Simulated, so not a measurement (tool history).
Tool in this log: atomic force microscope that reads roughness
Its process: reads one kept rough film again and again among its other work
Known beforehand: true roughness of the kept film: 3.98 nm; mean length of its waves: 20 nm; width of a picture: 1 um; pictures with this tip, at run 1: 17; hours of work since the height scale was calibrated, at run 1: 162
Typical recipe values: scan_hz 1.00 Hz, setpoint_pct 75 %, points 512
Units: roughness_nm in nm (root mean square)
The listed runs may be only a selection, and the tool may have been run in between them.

run	hour	scan_hz	setpoint_pct	points	pictures with this tip	hours of work since the height scale was calibrated	roughness_nm
1	0.0	1.00	75	512	17	162	2.574
2	9.5	1.00	75	512	28	168	2.430
3	18.6	1.00	75	512	39	174	2.274
4	29.9	1.00	75	835	52	181	2.095
5	39.3	1.00	75	835	63	187	1.999
6	45.5	1.00	59	835	70	191	1.992
# hour 50.9: new tip fitted
7	51.3	1.00	59	835	1	194	2.991
8	58.9	1.00	59	835	9	199	2.863
9	64.5	1.00	59	835	16	203	2.702
10	71.9	1.00	75	512	25	207	2.448
11	77.5	1.00	75	518	31	211	2.382
12	82.4	1.00	75	518	37	214	2.318
13	92.6	1.00	75	594	49	221	2.160
14	104.0	1.00	75	594	62	228	2.019
15	114.6	1.33	75	512	74	235	1.851
# hour 116.1: new tip fitted
16	126.0	1.33	75	512	11	242	2.657
17	134.5	1.33	80	512	21	247	2.438
18	144.8	1.00	72	512	33	254	2.361
19	153.0	1.00	72	512	43	259	2.247
20	159.2	1.00	72	512	50	263	2.158
21	164.3	1.00	72	506	56	266	2.085
22	169.0	1.00	75	917	61	269	2.018
23	176.6	1.00	75	512	70	274	1.935
# hour 182.3: new tip fitted
24	183.9	1.00	75	512	2	278	2.906
25	191.8	1.00	73	512	11	283	2.717
26	203.4	1.00	73	512	25	291	2.494
27	209.3	1.00	78	421	31	295	2.378
28	220.8	1.00	78	421	45	302	2.176
29	231.0	0.88	75	512	57	308	2.070
30	236.6	0.66	77	323	63	312	1.997
31	244.6	0.66	77	323	73	317	1.908
# hour 247.9: new tip fitted
32	257.0	1.34	72	491	11	325	2.673
33	266.4	0.52	68	309	21	331	2.567
34	274.6	0.52	68	309	31	336	2.413
35	280.9	2.84	75	459	38	340	2.107
36	291.6	2.84	75	459	51	347	1.948
37	299.3	1.00	75	407	60	352	2.027

Forecast run 38:
38	307.8	0.87	65	489	70	357	?

Logged for run 38: roughness_nm 1.987 nm (root mean square).
On a tool with no hidden condition, and with the same random variation, this run would have come out at roughness_nm 3.022 nm (root mean square).
